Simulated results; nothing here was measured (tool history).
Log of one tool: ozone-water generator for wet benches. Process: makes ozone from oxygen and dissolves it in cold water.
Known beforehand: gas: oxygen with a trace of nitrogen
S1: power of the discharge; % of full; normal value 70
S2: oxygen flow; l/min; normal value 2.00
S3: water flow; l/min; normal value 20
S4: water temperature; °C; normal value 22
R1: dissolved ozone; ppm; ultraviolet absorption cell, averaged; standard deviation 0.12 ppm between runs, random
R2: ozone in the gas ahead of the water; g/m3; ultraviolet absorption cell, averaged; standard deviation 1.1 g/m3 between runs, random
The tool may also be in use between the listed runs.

run 1 hour=0.0 | S1=70 S2=2.00 S3=20 S4=22 | R1=10.5 R2=197.0
run 2 hour=228.1 | S1=70 S2=2.00 S3=20 S4=22 | R1=10.8 R2=197.0
run 3 hour=466.5 | S1=70 S2=2.00 S3=20 S4=22 | R1=10.8 R2=196.2
run 4 hour=680.8 | S1=70 S2=2.00 S3=20 S4=22 | R1=10.8 R2=197.9
run 5 hour=803.1 | S1=70 S2=2.00 S3=20 S4=22 | R1=11.1 R2=198.6
run 6 hour=1017.3 | S1=56 S2=2.00 S3=20 S4=22 | R1=9.6 R2=176.2
run 7 hour=1149.2 | S1=56 S2=2.00 S3=20 S4=22 | R1=10.0 R2=175.2
run 8 hour=1382.2 | S1=56 S2=2.00 S3=20 S4=22 | R1=9.7 R2=176.9
run 9 hour=1479.2 | S1=70 S2=2.00 S3=26 S4=30 | R1=7.9 R2=198.8
run 10 hour=1607.7 | S1=70 S2=2.00 S3=26 S4=30 | R1=7.7 R2=198.7
run 11 hour=1789.0 | S1=70 S2=2.00 S3=26 S4=30 | R1=7.7 R2=196.1
run 12 hour=1943.7 | S1=70 S2=2.00 S3=26 S4=30 | R1=7.7 R2=198.3
run 13 hour=2150.8 | S1=70 S2=2.00 S3=23 S4=22 | R1=9.5 R2=199.1
run 14 hour=2368.3 | S1=90 S2=2.00 S3=12 S4=23 | R1=19.2 R2=227.6

What if the next run were any one of these 5? Each begins from the tool's condition after run 14:
run A hour=2510.2 | S1=64 S2=2.00 S3=25 S4=21 | R1=? R2=?
run B hour=2510.2 | S1=90 S2=2.00 S3=12 S4=25 | R1=? R2=?
run C hour=2510.2 | S1=70 S2=2.00 S3=16 S4=29 | R1=? R2=?
run D hour=2510.2 | S1=70 S2=2.00 S3=20 S4=19 | R1=? R2=?
run E hour=2510.2 | S1=90 S2=2.91 S3=12 S4=23 | R1=? R2=?

run=A R1=8.2 R2=190.1
run=B R1=18.7 R2=227.9
run=C R1=12.3 R2=198.4
run=D R1=11.0 R2=198.2
run=E R1=20.0 R2=190.1
Take away the tool's hidden state, keep each run's random variation, and the runs would have read:
run=A R1=8.2 R2=188.1
run=B R1=18.8 R2=225.6
run=C R1=12.3 R2=196.3
run=D R1=11.0 R2=196.2
run=E R1=20.0 R2=188.1
